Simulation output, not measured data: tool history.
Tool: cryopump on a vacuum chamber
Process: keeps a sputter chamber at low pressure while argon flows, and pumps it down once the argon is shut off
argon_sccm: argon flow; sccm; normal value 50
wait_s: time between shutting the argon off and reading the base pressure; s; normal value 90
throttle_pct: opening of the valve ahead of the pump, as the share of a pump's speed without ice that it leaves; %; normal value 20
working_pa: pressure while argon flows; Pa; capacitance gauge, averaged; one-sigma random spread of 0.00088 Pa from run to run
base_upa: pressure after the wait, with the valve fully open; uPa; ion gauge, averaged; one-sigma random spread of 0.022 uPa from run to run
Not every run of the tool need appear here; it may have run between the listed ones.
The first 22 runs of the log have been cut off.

Run 23, hour 1697.6: usual settings but throttle_pct 24 %. Result: working_pa 0.1608 Pa, base_upa 1.21 uPa.
Run 24, hour 1750.9: usual settings but argon_sccm 45 sccm, wait_s 212 s, throttle_pct 37 %. Result: working_pa 0.0992 Pa, base_upa 1 uPa.
Run 25, hour 1813.9: usual settings but argon_sccm 20 sccm, wait_s 37 s, throttle_pct 42 %. Result: working_pa 0.0392 Pa, base_upa 1.9 uPa.
Run 26, hour 1898.5: usual settings but argon_sccm 20 sccm, wait_s 37 s, throttle_pct 42 %. Result: working_pa 0.0404 Pa, base_upa 2.01 uPa.
At hour 1927.8: pump warmed up, emptied and cooled again.
Run 27, hour 1993.8: usual settings but argon_sccm 20 sccm, wait_s 37 s, throttle_pct 42 %. Result: working_pa 0.0346 Pa, base_upa 1.76 uPa.
Run 28, hour 2073.1: usual settings but argon_sccm 39 sccm, wait_s 37 s, throttle_pct 42 %. Result: working_pa 0.0691 Pa, base_upa 1.77 uPa.
Run 29, hour 2161.5: usual settings but argon_sccm 41 sccm, wait_s 26 s, throttle_pct 22 %. Result: working_pa 0.1377 Pa, base_upa 2.33 uPa.
Run 30, hour 2224.3: usual settings but argon_sccm 41 sccm, wait_s 262 s, throttle_pct 22 %. Result: working_pa 0.1403 Pa, base_upa 0.92 uPa.
Run 31, hour 2331.1: usual settings but argon_sccm 26 sccm, wait_s 54 s. Result: working_pa 0.0969 Pa, base_upa 1.55 uPa.
Run 32, hour 2411.5: usual settings but argon_sccm 32 sccm, wait_s 34 s, throttle_pct 46 %. Result: working_pa 0.0544 Pa, base_upa 1.98 uPa.
At hour 2454.3: leaking fittings of the chamber tightened, without venting.
Run 33, hour 2507.7: usual settings but argon_sccm 29 sccm, wait_s 180 s, throttle_pct 21 %. Result: working_pa 0.1045 Pa, base_upa 0.38 uPa.

Predict each of these 5 candidate next runs independently; none follows another, all start after run 33:
Run A, hour 2598: usual settings but argon_sccm 49 sccm, wait_s 141 s, throttle_pct 21 %. Result: working_pa ?, base_upa ?.
Run B, hour 2598: usual settings but argon_sccm 23 sccm, throttle_pct 41 %. Result: working_pa ?, base_upa ?.
Run C, hour 2598: usual settings but argon_sccm 56 sccm. Result: working_pa ?, base_upa ?.
Run D, hour 2598: usual settings but wait_s 23 s. Result: working_pa ?, base_upa ?.
Run E, hour 2598: usual settings but argon_sccm 22 sccm, wait_s 48 s, throttle_pct 30 %. Result: working_pa ?, base_upa ?.

run  working_pa  base_upa
  A       0.177      0.43
  B      0.0441      0.63
  C      0.2131      0.65
  D      0.1884      1.91
  E      0.0557      0.99
Take away the tool's hidden state, keep each run's random variation, and the runs would have read:
run  working_pa  base_upa
  A      0.1684      0.37
  B        0.04      0.57
  C      0.2032      0.59
  D      0.1796      1.84
  E      0.0518      0.93

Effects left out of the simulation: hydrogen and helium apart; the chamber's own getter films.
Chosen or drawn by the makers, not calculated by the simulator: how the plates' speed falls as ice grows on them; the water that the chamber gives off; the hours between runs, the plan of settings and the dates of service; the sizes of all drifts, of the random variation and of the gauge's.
